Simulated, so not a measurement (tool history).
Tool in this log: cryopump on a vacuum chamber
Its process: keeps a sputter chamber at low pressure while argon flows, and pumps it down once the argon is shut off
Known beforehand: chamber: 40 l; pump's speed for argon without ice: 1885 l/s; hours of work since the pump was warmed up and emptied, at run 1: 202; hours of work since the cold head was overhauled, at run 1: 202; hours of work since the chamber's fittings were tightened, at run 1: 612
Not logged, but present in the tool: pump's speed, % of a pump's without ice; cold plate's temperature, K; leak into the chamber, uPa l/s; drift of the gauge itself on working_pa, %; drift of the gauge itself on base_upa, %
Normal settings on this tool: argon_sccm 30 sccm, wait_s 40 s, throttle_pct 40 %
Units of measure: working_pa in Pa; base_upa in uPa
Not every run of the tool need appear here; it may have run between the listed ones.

run,day,argon_sccm,wait_s,throttle_pct,hours of work since the pump was warmed up and emptied,hours of work since the cold head was overhauled,hours of work since the chamber's fittings were tightened,working_pa,base_upa
1,0.000,30,40,40,202,202,612,0.0698,1.76
2,1.354,30,40,40,228,228,638,0.0688,1.85
3,2.533,30,40,40,250,250,660,0.0704,1.79
4,3.508,30,40,40,269,269,679,0.0699,1.83
5,4.229,30,40,40,283,283,692,0.0709,1.91
6,5.496,30,40,40,307,307,717,0.0714,1.91
7,6.600,30,40,58,328,328,738,0.0503,1.95
8,7.700,30,40,58,349,349,759,0.0509,1.89
9,8.538,30,40,58,365,365,774,0.0510,2.01
10,9.879,30,40,17,390,390,800,0.1635,2.04
11,10.496,30,40,17,402,402,812,0.1654,2.05
12,11.179,30,40,40,415,415,825,0.0735,2.09
13,12.033,13,40,40,431,431,841,0.0314,2.14
14,13.408,13,40,43,457,457,867,0.0298,2.18
15,14.421,13,40,43,476,476,886,0.0294,2.25
# day 15.433: pump warmed up, emptied and cooled again
16,15.450,13,40,43,0,492,902,0.0271,2.01
17,16.558,13,40,43,21,513,923,0.0282,2.03
18,17.550,34,52,50,40,532,942,0.0614,1.86
19,18.683,34,52,50,62,553,963,0.0618,1.86
20,19.608,18,135,52,79,571,981,0.0314,1.47
21,20.233,18,135,52,91,583,993,0.0320,1.47
22,21.529,42,296,40,116,608,1017,0.0965,1.38
23,22.879,42,296,40,142,633,1043,0.0975,1.41
24,23.488,35,73,18,153,645,1055,0.1757,1.80
25,24.650,27,40,40,175,667,1077,0.0624,2.32
26,25.679,27,40,40,195,687,1096,0.0637,2.26
27,26.446,27,40,40,209,701,1111,0.0626,2.30
28,27.804,28,40,40,235,727,1137,0.0657,2.32
29,28.667,12,38,15,252,743,1153,0.0730,2.41
30,29.700,41,40,37,271,763,1173,0.1042,2.37
31,30.758,30,173,53,291,783,1193,0.0543,1.71
32,31.317,30,173,53,302,794,1204,0.0539,1.76
33,32.383,12,53,50,322,814,1224,0.0219,2.23

Forecast each of these 5 alternatives for the next run:
A,33.100,12,39,50,336,828,1237,?,?
B,33.100,23,81,23,336,828,1237,?,?
C,33.100,19,131,58,336,828,1237,?,?
D,33.100,12,53,20,336,828,1237,?,?
E,33.100,17,214,40,336,828,1237,?,?

run,working_pa,base_upa
A,0.0234,2.58
B,0.0923,2.10
C,0.0328,1.90
D,0.0566,2.32
E,0.0405,1.75
Without the tool's unlogged condition, the same runs would have read:
run,working_pa,base_upa
A,0.0217,1.11
B,0.0890,0.63
C,0.0300,0.45
D,0.0548,0.86
E,0.0381,0.33

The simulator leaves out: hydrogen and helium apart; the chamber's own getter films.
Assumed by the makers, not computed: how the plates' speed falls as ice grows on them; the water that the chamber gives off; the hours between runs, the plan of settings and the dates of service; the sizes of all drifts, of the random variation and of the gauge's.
